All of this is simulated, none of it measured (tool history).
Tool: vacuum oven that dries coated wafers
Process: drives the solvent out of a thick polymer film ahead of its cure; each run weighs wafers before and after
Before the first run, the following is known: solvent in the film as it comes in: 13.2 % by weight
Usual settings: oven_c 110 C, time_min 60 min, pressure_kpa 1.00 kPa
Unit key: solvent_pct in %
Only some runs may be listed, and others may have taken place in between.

run	hour	oven_c	time_min	pressure_kpa	solvent_pct
1	0.0	110	60	1.00	4.68
2	51.4	110	60	1.00	4.67
3	90.1	110	60	1.00	4.55
4	152.4	110	62	1.00	4.70
5	233.0	110	62	1.00	4.53
6	279.9	110	62	1.00	4.66
7	314.5	110	62	1.00	4.60
8	358.7	110	62	1.00	4.65
# hour 432.4: oven's thermocouples calibrated
9	439.1	110	62	1.00	4.68
10	479.0	110	60	1.08	4.87
11	516.9	110	60	1.08	4.97
12	571.2	110	86	1.08	4.02
13	615.0	110	86	1.08	3.93
14	662.2	95	83	3.83	12.76
# hour 701.8: vacuum gauge cleaned of residue and calibrated
15	705.8	100	40	0.90	6.64
16	778.6	103	60	1.00	4.98
17	843.5	103	60	1.00	4.94
# hour 850.0: oven's thermocouples calibrated, once more
18	924.8	109	60	1.00	4.17
19	996.3	98	95	1.00	4.76
20	1044.4	102	32	3.15	9.94
21	1103.5	102	32	3.15	9.84
22	1164.0	106	66	3.15	7.67
23	1245.0	106	66	3.15	7.71
24	1282.4	121	38	0.80	3.61
25	1347.6	121	38	0.80	3.58
26	1382.5	103	60	1.00	5.36

Forecast each of these 5 alternatives for the next run:
A	1433.5	110	60	2.45	?
B	1433.5	116	72	0.57	?
C	1433.5	117	43	2.65	?
D	1433.5	110	64	1.00	?
E	1433.5	103	60	1.00	?

run	solvent_pct
A	6.11
B	2.27
C	5.81
D	3.95
E	5.46
Without the tool's unlogged condition, the same runs would have read:
run	solvent_pct
A	5.86
B	2.01
C	5.63
D	3.68
E	5.15
